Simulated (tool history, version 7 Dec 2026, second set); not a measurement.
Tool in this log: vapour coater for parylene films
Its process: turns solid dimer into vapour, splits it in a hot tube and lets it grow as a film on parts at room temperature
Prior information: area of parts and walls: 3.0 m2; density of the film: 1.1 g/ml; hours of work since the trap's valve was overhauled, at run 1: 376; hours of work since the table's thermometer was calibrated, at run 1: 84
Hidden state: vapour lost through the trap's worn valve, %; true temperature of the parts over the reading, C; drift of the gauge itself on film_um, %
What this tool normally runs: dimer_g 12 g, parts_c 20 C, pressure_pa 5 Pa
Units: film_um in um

run     day  dimer_g  parts_c  pressure_pa  hours of work since the trap's valve was overhauled  hours of work since the table's thermometer was calibrated  film_um
  1       0       12       20            5                                                  376                                                          84     1.83
  2   1.783       11       20            5                                                  412                                                         120     1.67
  3   3.004       11       20            5                                                  437                                                         144     1.65
  4   5.067       12       20         6.14                                                  478                                                         186     1.68
  5   6.488       12       20         7.35                                                  507                                                         215      1.7
  6   8.975       12       20            5                                                  557                                                         265     1.74
  7  10.121       12       20            5                                                  580                                                         288     1.76
  8  12.242       12       20            5                                                  623                                                         331     1.75
     14.283  -- trap's valve overhauled
  9  14.458       12       20            5                                                    3                                                         372     2.02
 10  16.475       12       16            5                                                   44                                                         413     2.23
 11  18.621       12       20            5                                                   87                                                         456        2
 12  21.079       12       20            5                                                  137                                                         505     1.95
 13  22.792       12       20            5                                                  172                                                         540     1.94
 14  25.167       12       27            5                                                  219                                                         588     1.57
 15  26.871       12       27            5                                                  254                                                         622     1.53
 16  28.946       12       27            5                                                  296                                                         664     1.57
 17  30.308       10       20            5                                                  323                                                         691     1.59
 18  31.688        9       20         4.92                                                  351                                                         719     1.43
 19  33.538        7       16         3.44                                                  388                                                         756     1.31
 20  35.675        9       16         2.12                                                  431                                                         799     1.86
 21  37.354        9       16         2.12                                                  465                                                         833     1.82
 22  38.788        9       16         2.12                                                  494                                                         862     1.84
 23  40.471       14       20         5.45                                                  528                                                         896     2.06
     41.204  -- table's thermometer calibrated
 24  42.212       10       24         5.42                                                  562                                                          20     1.25
 25  44.621       10       23         2.23                                                  611                                                          69     1.57
 26    46.4       12       20         2.05                                                  647                                                         105     2.08
     47.325  -- trap's valve overhauled
 27  48.104       12       20         2.05                                                   16                                                         136      2.4
 28  49.746       12       20         2.05                                                   49                                                         169     2.38
 29  51.646        8       20         3.88                                                   87                                                         207     1.38
 30  53.075        7       14         3.43                                                  116                                                         236     1.44
 31  54.479       12       30         6.45                                                  144                                                         264     1.39
 32  55.933       12       30         6.45                                                  173                                                         294     1.39
 33  57.933       19       27         2.72                                                  214                                                         334     2.84
 34  59.429       19       18         4.86                                                  244                                                         364     3.18

Some steps in film_um between neighbouring runs. How much of each would the tool show without its hidden state too (settings, what came in, random variation), and how much is left for the hidden state, with any gauge scatter that isn't in both results?
Run 8 -> 9: trap's valve overhauled. film_um +0.27 um: hidden state +0.25, all else +0.02.
Run 23 -> 24: dimer_g 14 -> 10, parts_c 20 -> 24, pressure_pa 5.45 -> 5.42, table's thermometer calibrated. film_um -0.81 um: hidden state +0, all else -0.81.
Run 25 -> 26: dimer_g 10 -> 12, parts_c 23 -> 20, pressure_pa 2.23 -> 2.05. film_um +0.51 um: hidden state -0.09, all else +0.6.
Run 26 -> 27: trap's valve overhauled. film_um +0.32 um: hidden state +0.32, all else +0.
Run 28 -> 29: dimer_g 12 -> 8, pressure_pa 2.05 -> 3.88. film_um -1 um: hidden state +0, all else -1.
Run 32 -> 33: dimer_g 12 -> 19, parts_c 30 -> 27, pressure_pa 6.45 -> 2.72. film_um +1.45 um: hidden state -0.06, all else +1.51.
